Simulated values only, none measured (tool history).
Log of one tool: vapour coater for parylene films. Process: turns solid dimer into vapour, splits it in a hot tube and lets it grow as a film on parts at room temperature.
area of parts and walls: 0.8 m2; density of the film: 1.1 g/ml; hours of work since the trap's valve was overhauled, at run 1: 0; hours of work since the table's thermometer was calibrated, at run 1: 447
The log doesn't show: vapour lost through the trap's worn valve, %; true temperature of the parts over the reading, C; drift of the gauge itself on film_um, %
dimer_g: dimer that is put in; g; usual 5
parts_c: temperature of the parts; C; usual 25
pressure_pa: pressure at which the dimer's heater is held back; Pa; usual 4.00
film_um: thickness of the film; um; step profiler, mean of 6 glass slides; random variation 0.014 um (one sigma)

run   hour  dimer_g  parts_c  pressure_pa  hours of work since the trap's valve was overhauled  hours of work since the table's thermometer was calibrated  film_um
  1    0.0        5       25         4.00                                                    0                                                         447     2.84
  2   13.1        5       25         4.00                                                   10                                                         457     2.85
  3   29.5        5       25         4.00                                                   23                                                         470     2.82
  4   41.4        5       25         4.00                                                   32                                                         479     2.82
  5   50.6        5       25         4.00                                                   39                                                         486     2.81
  6   65.3        5       25         4.00                                                   51                                                         498     2.79
  7   78.1        5       25         4.00                                                   60                                                         508     2.78
  8   88.6        5       25         4.00                                                   69                                                         516     2.78
  9  108.6        5       25         4.00                                                   84                                                         531     2.81
 10  124.8        5       25         4.00                                                   97                                                         544     2.78
 11  140.8        5       25         4.00                                                  109                                                         556     2.75
 12  153.7        5       25         4.00                                                  119                                                         566     2.72
 13  172.1        5       25        11.73                                                  133                                                         581     2.34
 14  184.9        4       21        11.73                                                  143                                                         590     2.19
 15  193.7        5       33         4.00                                                  150                                                         597     1.98
 16  205.0        5       31         2.91                                                  159                                                         606     2.26
 17  218.7        8       31         3.50                                                  169                                                         617     3.47
 18  230.7        8       31         3.50                                                  179                                                         626     3.48
 19  244.9        5       21         4.62                                                  190                                                         637     3.12
 20  262.4        5       21         4.62                                                  203                                                         651     3.10
 21  282.8        8       32        11.39                                                  219                                                         666     2.76

Hidden state or all else? Some run-to-run changes of film_um, split into what the settings, what came in and random variation would give without the hidden state, and what is left for the hidden state (with any gauge scatter that isn't in both results):
Run 2 -> 3: no setting changed, nothing entered. film_um -0.03 um: hidden state -0.02, all else -0.01.
Run 12 -> 13: pressure_pa 4.00 -> 11.73. film_um -0.38 um: hidden state +0.02, all else -0.40.
Run 16 -> 17: dimer_g 5 -> 8, pressure_pa 2.91 -> 3.50. film_um +1.21 um: hidden state -0.07, all else +1.28.

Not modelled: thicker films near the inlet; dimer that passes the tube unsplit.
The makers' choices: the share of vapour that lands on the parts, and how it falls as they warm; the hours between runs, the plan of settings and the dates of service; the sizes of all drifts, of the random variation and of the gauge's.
